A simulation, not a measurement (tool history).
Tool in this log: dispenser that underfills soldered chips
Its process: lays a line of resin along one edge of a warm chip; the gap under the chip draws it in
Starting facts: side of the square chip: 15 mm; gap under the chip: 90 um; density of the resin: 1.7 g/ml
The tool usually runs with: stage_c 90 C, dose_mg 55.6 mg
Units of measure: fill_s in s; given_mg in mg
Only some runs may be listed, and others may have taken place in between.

{"run": 1, "day": 0.0, "stage_c": 90, "dose_mg": 55.6, "fill_s": 95.2, "given_mg": 51.99}
{"run": 2, "day": 0.158, "stage_c": 90, "dose_mg": 55.6, "fill_s": 111.7, "given_mg": 52.14}
{"day": 0.367, "done": "new syringe of resin"}
{"run": 3, "day": 0.488, "stage_c": 90, "dose_mg": 55.6, "fill_s": 93.7, "given_mg": 51.33}
{"run": 4, "day": 0.708, "stage_c": 90, "dose_mg": 55.6, "fill_s": 113.7, "given_mg": 51.48}
{"day": 0.879, "done": "new syringe of resin"}
{"day": 1.046, "done": "dispensing valve cleaned and set on the balance"}
{"run": 5, "day": 1.046, "stage_c": 90, "dose_mg": 55.5, "fill_s": 93.2, "given_mg": 55.91}
{"run": 6, "day": 1.317, "stage_c": 90, "dose_mg": 55.5, "fill_s": 116.5, "given_mg": 55.39}
{"day": 1.45, "done": "new syringe of resin"}
{"run": 7, "day": 1.65, "stage_c": 90, "dose_mg": 55.5, "fill_s": 101.1, "given_mg": 55.23}
{"run": 8, "day": 1.921, "stage_c": 90, "dose_mg": 55.6, "fill_s": 127.0, "given_mg": 54.91}
{"day": 1.979, "done": "new syringe of resin"}
{"run": 9, "day": 2.233, "stage_c": 90, "dose_mg": 55.6, "fill_s": 105.7, "given_mg": 54.59}
{"run": 10, "day": 2.392, "stage_c": 83, "dose_mg": 55.6, "fill_s": 164.9, "given_mg": 54.14}
{"day": 2.517, "done": "new syringe of resin"}
{"run": 11, "day": 2.596, "stage_c": 83, "dose_mg": 55.6, "fill_s": 120.0, "given_mg": 54.08}
{"run": 12, "day": 2.938, "stage_c": 90, "dose_mg": 55.6, "fill_s": 121.9, "given_mg": 54.48}
{"day": 3.042, "done": "new syringe of resin"}
{"run": 13, "day": 3.208, "stage_c": 94, "dose_mg": 55.6, "fill_s": 82.3, "given_mg": 53.96}
{"run": 14, "day": 3.442, "stage_c": 101, "dose_mg": 50.0, "fill_s": 76.2, "given_mg": 48.25}
{"day": 3.558, "done": "new syringe of resin"}
{"run": 15, "day": 3.779, "stage_c": 101, "dose_mg": 50.0, "fill_s": 65.7, "given_mg": 48.24}
{"run": 16, "day": 4.046, "stage_c": 101, "dose_mg": 50.0, "fill_s": 83.3, "given_mg": 47.69}
{"day": 4.083, "done": "new syringe of resin"}
{"run": 17, "day": 4.304, "stage_c": 101, "dose_mg": 47.3, "fill_s": 65.0, "given_mg": 45.24}
{"run": 18, "day": 4.521, "stage_c": 100, "dose_mg": 48.1, "fill_s": 82.2, "given_mg": 45.55}
{"day": 4.6, "done": "new syringe of resin"}
{"run": 19, "day": 4.767, "stage_c": 77, "dose_mg": 50.1, "fill_s": 172.9, "given_mg": 47.34}
{"run": 20, "day": 4.925, "stage_c": 79, "dose_mg": 55.6, "fill_s": 179.0, "given_mg": 52.41}
{"run": 21, "day": 5.083, "stage_c": 79, "dose_mg": 55.6, "fill_s": 209.3, "given_mg": 52.66}
{"day": 5.117, "done": "new syringe of resin"}
{"run": 22, "day": 5.404, "stage_c": 79, "dose_mg": 55.6, "fill_s": 173.8, "given_mg": 52.46}
{"run": 23, "day": 5.592, "stage_c": 102, "dose_mg": 64.7, "fill_s": 74.1, "given_mg": 61.2}
{"day": 5.629, "done": "new syringe of resin"}
{"run": 24, "day": 5.871, "stage_c": 98, "dose_mg": 55.6, "fill_s": 72.3, "given_mg": 52.05}
{"run": 25, "day": 6.054, "stage_c": 98, "dose_mg": 55.6, "fill_s": 85.5, "given_mg": 52.03}
{"day": 6.162, "done": "new syringe of resin"}
{"run": 26, "day": 6.354, "stage_c": 90, "dose_mg": 48.3, "fill_s": 100.1, "given_mg": 44.88}

Here are 4 independent what-if runs from the current tool condition. What would each one return?
{"run": "A", "day": 6.558, "stage_c": 78, "dose_mg": 50.1, "fill_s": "?", "given_mg": "?"}
{"run": "B", "day": 6.558, "stage_c": 90, "dose_mg": 69.5, "fill_s": "?", "given_mg": "?"}
{"run": "C", "day": 6.558, "stage_c": 79, "dose_mg": 52.2, "fill_s": "?", "given_mg": "?"}
{"run": "D", "day": 6.558, "stage_c": 94, "dose_mg": 68.1, "fill_s": "?", "given_mg": "?"}

run=A fill_s=198.1 given_mg=46.42
run=B fill_s=111.4 given_mg=64.27
run=C fill_s=187.5 given_mg=47.52
run=D fill_s=95.0 given_mg=63.10
With no hidden state in the tool, these same runs would have given:
run=A fill_s=144.8 given_mg=50.21
run=B fill_s=82.3 given_mg=69.53
run=C fill_s=137.3 given_mg=51.41
run=D fill_s=70.2 given_mg=68.26
